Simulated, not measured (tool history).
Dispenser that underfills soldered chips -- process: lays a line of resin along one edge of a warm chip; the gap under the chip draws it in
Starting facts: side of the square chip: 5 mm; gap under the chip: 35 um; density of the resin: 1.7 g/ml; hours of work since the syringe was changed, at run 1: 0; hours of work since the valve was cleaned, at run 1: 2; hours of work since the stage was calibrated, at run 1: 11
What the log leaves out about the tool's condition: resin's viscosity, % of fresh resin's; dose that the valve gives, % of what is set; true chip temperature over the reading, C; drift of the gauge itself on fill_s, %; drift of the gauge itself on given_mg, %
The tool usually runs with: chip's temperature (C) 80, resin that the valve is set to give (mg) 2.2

run   hour  chip's temperature (C)  resin that the valve is set to give (mg)  hours of work since the syringe was changed  hours of work since the valve was cleaned  hours of work since the stage was calibrated  time until the resin shows at the far edge (s)  resin that the valve gave (mg)
  1      0                      80                                       2.2                                            0                                          2                                            11                                            23.1                            2.21
  2    4.6                      80                                       2.2                                            3                                          5                                            14                                            25.1                            2.21
  3      7                      80                                      2.82                                            5                                          6                                            15                                            25.1                            2.81
       9.7  -- new syringe of resin
  4   11.1                      80                                      2.82                                            1                                          8                                            17                                            22.8                             2.8
  5   13.7                      73                                      2.82                                            2                                         10                                            19                                              29                             2.8
  6     17                      80                                      2.42                                            4                                         12                                            21                                            26.1                            2.41
        20  -- new syringe of resin
  7   20.5                      80                                      2.42                                            0                                         14                                            23                                            23.1                            2.39
  8   23.3                      80                                      2.42                                            2                                         16                                            25                                            24.1                             2.4
  9   27.6                      80                                      2.42                                            5                                         18                                            27                                            27.4                            2.37
      30.5  -- new syringe of resin
 10   32.2                      80                                      2.42                                            1                                         21                                            30                                            23.1                            2.37
 11   34.4                      80                                       2.2                                            2                                         22                                            31                                            24.9                            2.18
 12   37.4                      80                                       2.2                                            4                                         24                                            33                                            26.6                            2.17
      40.9  -- new syringe of resin
 13   41.1                      80                                       2.2                                            0                                         26                                            35                                            22.8                            2.18
 14   45.5                      80                                       2.2                                            3                                         29                                            38                                            25.1                            2.16
 15   48.5                      80                                       2.2                                            5                                         31                                            40                                            27.6                            2.16
      51.1  -- new syringe of resin
 16   52.2                      80                                       2.2                                            1                                         33                                            42                                            23.6                            2.14
 17   57.4                      80                                       2.2                                            4                                         36                                            45                                            26.8                            2.16
      61.4  -- new syringe of resin
 18   61.5                      80                                       2.2                                            0                                         38                                            47                                            22.4                            2.14
 19   66.6                      70                                      2.47                                            3                                         41                                            50                                            34.9                            2.41
      71.8  -- new syringe of resin
 20   72.1                      75                                      2.34                                            0                                         44                                            53                                            25.9                            2.27
 21   75.2                      86                                      2.69                                            2                                         46                                            55                                            19.7                             2.6
 22   77.3                      86                                      2.69                                            3                                         48                                            57                                              21                            2.62
 23   80.7                      75                                      1.98                                            5                                         50                                            59                                            32.7                             1.9
      82.3  -- new syringe of resin
 24     85                      94                                      2.26                                            2                                         52                                            61                                            16.3                            2.21
 25     88                      83                                      2.53                                            3                                         54                                            63                                            23.3                            2.45
      92.5  -- new syringe of resin
 26   93.4                      83                                      2.53                                            1                                         57                                            66                                            20.6                            2.44
 27   98.3                      81                                      1.99                                            4                                         60                                            69                                            25.6                            1.91
     102.8  -- new syringe of resin
 28  103.6                      78                                      2.83                                            1                                         63                                            72                                              25                            2.71
 29  107.5                      78                                      2.83                                            3                                         65                                            74                                            26.9                            2.72
 30  112.5                      69                                      2.83                                            6                                         68                                            77                                            37.9                            2.72
     113.2  -- new syringe of resin
 31    116                      69                                      2.83                                            2                                         70                                            79                                            33.7                            2.71
 32    119                      87                                      2.84                                            4                                         72                                            81                                            20.9                            2.71
 33  121.9                      87                                      2.84                                            5                                         74                                            83                                            22.3                            2.71
     123.4  -- new syringe of resin
     126.2  -- dispensing valve cleaned and set on the balance
 34  128.1                      87                                      2.84                                            2                                          1                                            86                                            18.9                            2.85
 35    132                      87                                      2.84                                            5                                          4                                            88                                            21.5                            2.84
     134.9  -- new syringe of resin
 36  135.9                      87                                      2.84                                            1                                          6                                            90                                            19.2                            2.83

Results for each run, recomputed without the tool's hidden state and with each run's random variation untouched:
run  time until the resin shows at the far edge (s)  resin that the valve gave (mg)
  1                                            22.4                            2.21
  2                                              22                            2.21
  3                                            20.7                            2.81
  4                                            22.3                            2.81
  5                                            26.8                            2.81
  6                                            22.5                            2.42
  7                                            22.8                            2.41
  8                                            22.4                            2.42
  9                                            23.2                            2.39
 10                                            22.2                             2.4
 11                                            22.7                            2.21
 12                                            22.7                             2.2
 13                                            22.1                            2.21
 14                                            22.2                             2.2
 15                                            22.9                            2.19
 16                                            22.7                            2.18
 17                                              23                            2.21
 18                                              22                            2.19
 19                                            30.8                            2.47
 20                                            25.9                            2.33
 21                                            18.4                            2.67
 22                                            18.7                            2.69
 23                                              27                            1.96
 24                                            15.3                            2.28
 25                                            20.6                            2.53
 26                                            19.8                            2.52
 27                                            21.9                            1.98
 28                                              24                            2.81
 29                                            23.8                            2.83
 30                                            29.9                            2.83
 31                                            31.2                            2.82
 32                                            18.2                            2.83
 33                                            18.2                            2.84
 34                                            17.1                            2.86
 35                                            17.9                            2.85
 36                                            18.3                            2.84
